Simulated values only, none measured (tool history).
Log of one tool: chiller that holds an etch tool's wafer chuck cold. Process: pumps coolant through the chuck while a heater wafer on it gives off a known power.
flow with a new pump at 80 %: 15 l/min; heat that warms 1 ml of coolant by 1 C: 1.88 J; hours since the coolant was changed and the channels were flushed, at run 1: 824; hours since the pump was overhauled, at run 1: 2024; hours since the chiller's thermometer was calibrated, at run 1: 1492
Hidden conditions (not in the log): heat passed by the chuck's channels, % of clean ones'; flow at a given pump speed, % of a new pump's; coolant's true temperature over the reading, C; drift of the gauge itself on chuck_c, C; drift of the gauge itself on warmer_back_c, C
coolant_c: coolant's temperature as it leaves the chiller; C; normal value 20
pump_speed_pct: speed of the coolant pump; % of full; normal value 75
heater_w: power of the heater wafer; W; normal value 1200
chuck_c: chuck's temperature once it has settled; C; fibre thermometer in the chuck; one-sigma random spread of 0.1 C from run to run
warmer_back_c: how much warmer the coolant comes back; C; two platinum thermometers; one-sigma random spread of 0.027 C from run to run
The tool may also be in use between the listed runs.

run   hour  coolant_c  pump_speed_pct  heater_w  hours since the coolant was changed and the channels were flushed  hours since the pump was overhauled  hours since the chiller's thermometer was calibrated  chuck_c  warmer_back_c
  1    0.0         20              75      1200                                                                824                                 2024                                                  1492     28.5           2.75
  2   60.0         20              75      1200                                                                884                                 2084                                                  1552     28.6           2.76
  3   97.9         20              75      1363                                                                922                                 2122                                                  1590     29.6           3.14
  4  143.0         20              75       808                                                                967                                 2167                                                  1635     25.8           1.89
  5  189.9         20              75       741                                                               1014                                 2214                                                  1682     25.3           1.71
  6  259.5         20              75       741                                                               1084                                 2284                                                  1752     25.2           1.73
  7  333.5         22              99      1647                                                               1158                                 2358                                                  1826     31.9           2.85
  8  415.3         11              77      1181                                                               1239                                 2440                                                  1908     18.9           2.73

Predict the results of run 9:
  9  492.9         14              83      1484                                                               1317                                 2517                                                  1985        ?              ?

chuck_c: 24.0 C
warmer_back_c: 3.12 C
On a tool with no hidden condition, and with the same random variation, this run would have come out at chuck_c 24.0 C, warmer_back_c 3.00 C.

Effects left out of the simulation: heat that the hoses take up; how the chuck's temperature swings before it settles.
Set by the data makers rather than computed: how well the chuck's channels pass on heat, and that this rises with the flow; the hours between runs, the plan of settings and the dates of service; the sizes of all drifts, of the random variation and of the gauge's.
